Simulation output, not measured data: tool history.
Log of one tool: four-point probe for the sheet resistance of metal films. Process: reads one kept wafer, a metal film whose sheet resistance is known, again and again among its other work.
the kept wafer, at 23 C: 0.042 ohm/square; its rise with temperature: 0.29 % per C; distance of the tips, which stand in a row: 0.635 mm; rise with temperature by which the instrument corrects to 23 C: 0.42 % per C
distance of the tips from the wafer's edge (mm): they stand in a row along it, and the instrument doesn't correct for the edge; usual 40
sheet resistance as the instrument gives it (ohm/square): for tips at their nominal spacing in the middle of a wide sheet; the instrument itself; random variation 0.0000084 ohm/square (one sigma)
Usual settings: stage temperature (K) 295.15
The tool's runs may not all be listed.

run,hour,stage temperature (K),distance of the tips from the wafer's edge (mm),sheet resistance as the instrument gives it (ohm/square)
1,0.0,295.15,40,0.042051
2,61.6,295.15,40,0.042070
3,120.2,295.15,40,0.042069
4,213.4,295.15,6,0.042306
5,263.6,295.15,6,0.042313
6,357.9,295.15,15,0.042115
7,443.8,295.15,15,0.042101
8,515.9,295.15,15,0.042085
9,566.1,295.15,40,0.042056
10,619.0,295.15,30,0.042069
11,682.7,295.15,30,0.042063
12,772.2,307.15,4,0.041999
13,865.6,301.15,10,0.041831
14,958.0,293.15,14,0.042219
15,1021.6,293.15,40,0.042186
16,1100.1,307.15,3,0.042417
17,1146.5,307.15,3,0.042430
# hour 1203.2: stage's thermometer calibrated
18,1203.2,307.15,3,0.042430
19,1266.3,293.15,8,0.042326

Forecast each of these 4 alternatives for the next run:
A,1353.2,303.15,18,?
B,1353.2,304.15,13,?
C,1353.2,303.15,9,?
D,1353.2,295.15,10,?

run,sheet resistance as the instrument gives it (ohm/square)
A,0.041672
B,0.041644
C,0.041745
D,0.042147
Without the tool's hidden state the same runs would have given:
run,sheet resistance as the instrument gives it (ohm/square)
A,0.041661
B,0.041633
C,0.041735
D,0.042136
